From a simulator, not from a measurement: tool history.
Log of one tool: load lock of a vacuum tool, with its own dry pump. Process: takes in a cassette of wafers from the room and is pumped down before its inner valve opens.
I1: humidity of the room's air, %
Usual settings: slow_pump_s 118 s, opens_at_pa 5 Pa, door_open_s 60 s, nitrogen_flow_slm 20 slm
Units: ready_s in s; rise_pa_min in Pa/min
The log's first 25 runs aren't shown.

Run 26, hour 5980.9: usual settings but slow_pump_s 65 s, opens_at_pa 4 Pa, door_open_s 56 s, nitrogen_flow_slm 40 slm; I1 48.5. Result: ready_s 156.3 s, rise_pa_min 0.113 Pa/min.
Run 27, hour 6159.1: usual settings but nitrogen_flow_slm 17 slm; I1 44.3. Result: ready_s 193.2 s, rise_pa_min 0.125 Pa/min.
Run 28, hour 6431.3: usual settings but nitrogen_flow_slm 17 slm; I1 41.7. Result: ready_s 195.9 s, rise_pa_min 0.141 Pa/min.
At hour 6523.5: dry pump taken out, an overhauled one fitted.
Run 29, hour 6676: usual settings but slow_pump_s 79 s, door_open_s 118 s, nitrogen_flow_slm 8 slm; I1 44.8. Result: ready_s 138.4 s, rise_pa_min 0.175 Pa/min.
Run 30, hour 6824.2: usual settings but slow_pump_s 72 s, opens_at_pa 7 Pa; I1 43.4. Result: ready_s 130 s, rise_pa_min 0.169 Pa/min.
Run 31, hour 7061.6: usual settings but door_open_s 192 s; I1 46.7. Result: ready_s 173.4 s, rise_pa_min 0.212 Pa/min.
Run 32, hour 7208.9: usual settings but slow_pump_s 66 s, door_open_s 192 s, nitrogen_flow_slm 12 slm; I1 48. Result: ready_s 128.2 s, rise_pa_min 0.227 Pa/min.
Run 33, hour 7516.1: usual settings but slow_pump_s 66 s, door_open_s 192 s, nitrogen_flow_slm 12 slm; I1 44.7. Result: ready_s 128.8 s, rise_pa_min 0.247 Pa/min.
Run 34, hour 7661.5: usual settings but slow_pump_s 75 s, opens_at_pa 6 Pa, door_open_s 185 s, nitrogen_flow_slm 5 slm; I1 47.2. Result: ready_s 135.4 s, rise_pa_min 0.281 Pa/min.
Run 35, hour 7920.2: usual settings but slow_pump_s 75 s, opens_at_pa 6 Pa, door_open_s 185 s, nitrogen_flow_slm 5 slm; I1 43.1. Result: ready_s 135.7 s, rise_pa_min 0.291 Pa/min.
Run 36, hour 8058.4: usual settings but slow_pump_s 75 s, opens_at_pa 6 Pa, door_open_s 185 s, nitrogen_flow_slm 5 slm; I1 46.8. Result: ready_s 135.9 s, rise_pa_min 0.302 Pa/min.

3 ways to go on from here, each from the tool as it stands after run 36. What would each give?
Run A, hour 8275.8: usual settings but slow_pump_s 150 s, opens_at_pa 6 Pa, door_open_s 117 s, nitrogen_flow_slm 36 slm; I1 42.9. Result: ready_s ?, rise_pa_min ?.
Run B, hour 8275.8: usual settings but slow_pump_s 203 s; I1 47.5. Result: ready_s ?, rise_pa_min ?.
Run C, hour 8275.8: usual settings but slow_pump_s 157 s, door_open_s 50 s, nitrogen_flow_slm 12 slm; I1 41.4. Result: ready_s ?, rise_pa_min ?.

run  ready_s  rise_pa_min
  A    199.1        0.263
  B    246.6        0.266
  C    208.5        0.272
Without the tool's hidden state the same runs would have given:
run  ready_s  rise_pa_min
  A    197.5        0.031
  B    245.1         0.04
  C    206.9        0.039

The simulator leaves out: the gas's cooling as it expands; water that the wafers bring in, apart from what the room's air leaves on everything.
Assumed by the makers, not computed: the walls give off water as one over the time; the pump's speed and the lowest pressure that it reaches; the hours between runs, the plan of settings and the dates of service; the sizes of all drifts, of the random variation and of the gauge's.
